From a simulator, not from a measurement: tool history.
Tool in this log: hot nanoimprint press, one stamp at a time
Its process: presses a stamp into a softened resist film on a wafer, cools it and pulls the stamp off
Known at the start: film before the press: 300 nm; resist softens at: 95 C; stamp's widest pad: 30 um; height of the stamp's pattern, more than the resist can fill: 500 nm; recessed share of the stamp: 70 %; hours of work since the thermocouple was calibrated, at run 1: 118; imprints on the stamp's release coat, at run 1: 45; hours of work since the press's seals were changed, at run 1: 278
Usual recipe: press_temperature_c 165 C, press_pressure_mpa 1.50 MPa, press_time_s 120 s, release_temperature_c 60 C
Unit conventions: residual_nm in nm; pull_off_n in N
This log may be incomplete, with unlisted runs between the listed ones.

run     day  press_temperature_c  press_pressure_mpa  press_time_s  release_temperature_c  hours of work since the thermocouple was calibrated  imprints on the stamp's release coat  hours of work since the press's seals were changed  residual_nm  pull_off_n
  1   0.000                  165                1.50           120                     60                                                  118                                    45                                                 278        161.1         144
  2   2.762                  165                1.50           120                     60                                                  152                                   211                                                 312        165.5         151
  3   4.721                  165                1.50           120                     60                                                  177                                   328                                                 337        162.3         154
  4   7.108                  165                1.50            79                     60                                                  206                                   472                                                 366        186.1         160
  5   9.775                  165                1.50            79                     60                                                  239                                   632                                                 399        188.3         166
     11.450  -- stamp cleaned and given a new release coat
  6  12.458                  165                1.50            79                     60                                                  269                                    61                                                 429        191.8         147
  7  15.371                  165                1.50            79                     60                                                  305                                   236                                                 465        193.1         155
  8  18.200                  165                1.50           116                     60                                                  340                                   405                                                 500        171.3         154
  9  19.983                  165                1.50           120                     60                                                  362                                   513                                                 522        169.8         163
     20.692  -- plate thermocouple calibrated
 10  21.775                  165                1.50           120                     60                                                   13                                   613                                                 543        157.1         160
     23.617  -- stamp cleaned and given a new release coat
 11  24.792                  165                1.50           120                     60                                                   48                                    70                                                 577        160.5         145
 12  27.838                  165                1.50           120                     52                                                   85                                   253                                                 615        161.4         171
 13  30.912                  165                1.50           120                     52                                                  123                                   438                                                 653        162.7         165
 14  33.696                  165                1.50           120                     58                                                  158                                   605                                                 687        165.0         168
     35.642  -- stamp cleaned and given a new release coat
 15  35.946                  165                1.50           120                     58                                                  182                                    19                                                 712        165.5         152
 16  37.188                  170                1.50            70                     45                                                  198                                    93                                                 727        160.9         179
 17  39.754                  170                1.50            70                     45                                                  229                                   247                                                 759        159.6         183
 18  42.162                  175                1.50            93                     60                                                  259                                   392                                                 789        111.8         157
 19  44.875                  177                1.40            75                     48                                                  293                                   555                                                 822        117.2         192
     47.817  -- stamp cleaned and given a new release coat
 20  48.142                  177                1.40            75                     53                                                  330                                    20                                                 860        117.4         161
 21  50.946                  164                1.93            87                     61                                                  365                                   188                                                 894        183.2         149
     51.325  -- plate thermocouple calibrated
 22  53.000                  153                1.93           144                     61                                                   21                                   304                                                 918        229.7         151
 23  55.529                  153                1.93           144                     61                                                   52                                   456                                                 949        231.5         154
 24  58.388                  159                1.50           120                     54                                                   87                                   628                                                 985        207.9         175
     59.979  -- stamp cleaned and given a new release coat
     60.533  -- press's hydraulic seals changed and the load cell set to zero
 25  61.475                  160                1.01           120                     54                                                  118                                    69                                                  12        219.3         154
 26  63.208                  171                1.50            80                     53                                                  140                                   174                                                  33        138.7         162
 27  65.462                  171                1.50            80                     53                                                  168                                   309                                                  61        141.5         172
 28  68.529                  165                1.65           187                     51                                                  205                                   493                                                  99        132.7         188
 29  71.362                  165                1.50           120                     64                                                  241                                   664                                                 134        164.7         161

Subtracting, for every run, the result it would have given without the tool's unlogged condition from the measured result gives the following. The same run-to-run variation enters both numbers; the gauge's scatter may not:
Hidden state present: true temperature over the reading, C; pressure that arrives at the usual setting, %; grip of the stamp's worn release coat, % over a new coat's; drift of the gauge itself on residual_nm, %; drift of the gauge itself on pull_off_n, %.
run  residual_nm  pull_off_n
  1         +4.8          +2
  2         +6.4          +9
  3         +7.3         +13
  4         +8.6         +19
  5        +10.0         +24
  6        +11.3          +5
  7        +13.0         +11
  8        +14.4         +17
  9        +15.2         +21
 10         +2.8         +21
 11         +4.2          +3
 12         +5.7         +11
 13         +7.1         +17
 14         +8.7         +23
 15         +9.8          +2
 16         +9.9          +6
 17        +11.0         +13
 18         +9.5         +16
 19        +10.6         +26
 20        +11.6          +4
 21        +18.6         +10
 22         +3.2         +11
 23         +4.4         +15
 24         +5.5         +24
 25         +3.2          +4
 26         +3.7          +8
 27         +4.9         +13
 28         +6.4         +22
 29         +8.5         +25
